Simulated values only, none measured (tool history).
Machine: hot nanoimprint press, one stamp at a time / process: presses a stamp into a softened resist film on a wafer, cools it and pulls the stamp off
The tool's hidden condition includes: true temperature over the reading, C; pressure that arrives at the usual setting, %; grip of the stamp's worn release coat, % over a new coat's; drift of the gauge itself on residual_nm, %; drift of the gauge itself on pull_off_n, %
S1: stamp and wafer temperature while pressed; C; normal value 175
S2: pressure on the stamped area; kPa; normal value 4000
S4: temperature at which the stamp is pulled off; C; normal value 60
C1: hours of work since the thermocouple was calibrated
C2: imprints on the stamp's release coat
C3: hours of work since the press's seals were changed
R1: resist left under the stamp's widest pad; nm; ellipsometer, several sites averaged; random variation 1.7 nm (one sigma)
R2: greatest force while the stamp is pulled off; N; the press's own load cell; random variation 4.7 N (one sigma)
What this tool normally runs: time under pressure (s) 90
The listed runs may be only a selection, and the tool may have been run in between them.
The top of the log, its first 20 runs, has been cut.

Run 21, hour 163.6: usual settings but S1 164 C, S2 2700 kPa, time under pressure (s) 168, S4 67 C; C1 8; C2 657; C3 129. Result: R1 432.2 nm, R2 262 N.
Run 22, hour 168.7: usual settings but S1 164 C, S2 5880 kPa, time under pressure (s) 159, S4 67 C; C1 11; C2 676; C3 132. Result: R1 323 nm, R2 258 N.
Run 23, hour 174.6: usual settings but S1 180 C, S2 2800 kPa, time under pressure (s) 116, S4 52 C; C1 15; C2 698; C3 135. Result: R1 230.9 nm, R2 295 N.
Run 24, hour 182.9: usual settings but S1 166 C, S4 46 C; C1 20; C2 730; C3 140. Result: R1 421.3 nm, R2 318 N.
Run 25, hour 190: usual settings but S1 166 C, S4 46 C; C1 24; C2 756; C3 144. Result: R1 419.5 nm, R2 322 N.
Run 26, hour 195.1: usual settings but S2 5230 kPa, S4 67 C; C1 27; C2 776; C3 147. Result: R1 241.4 nm, R2 272 N.
Run 27, hour 202.9: usual settings but S2 5230 kPa, S4 67 C; C1 31; C2 805; C3 152. Result: R1 242.2 nm, R2 274 N.
Run 28, hour 212.7: usual settings but S1 186 C, S2 2440 kPa, time under pressure (s) 84, S4 46 C; C1 37; C2 842; C3 157. Result: R1 215 nm, R2 324 N.
Run 29, hour 222.4: usual settings but time under pressure (s) 46, S4 62 C; C1 43; C2 879; C3 163. Result: R1 354.9 nm, R2 280 N.
Run 30, hour 229.9: usual settings but time under pressure (s) 46, S4 62 C; C1 47; C2 907; C3 167. Result: R1 354.9 nm, R2 275 N.

Here are 3 independent what-if runs from the current tool condition. What would each one return?
Run A, hour 237.5: usual settings but S2 2580 kPa, time under pressure (s) 157, S4 47 C; C1 52; C2 936; C3 172. Result: R1 ?, R2 ?.
Run B, hour 237.5: usual settings but time under pressure (s) 47; C1 52; C2 936; C3 172. Result: R1 ?, R2 ?.
Run C, hour 237.5: usual settings but S2 5150 kPa, time under pressure (s) 63, S4 51 C; C1 52; C2 936; C3 172. Result: R1 ?, R2 ?.

run     R1   R2
  A  273.1  332
  B    352  290
  C  283.5  326
Stripped of hidden state, with their random variation kept, the same runs would have yielded:
run     R1   R2
  A  268.6  259
  B    346  226
  C  277.7  254
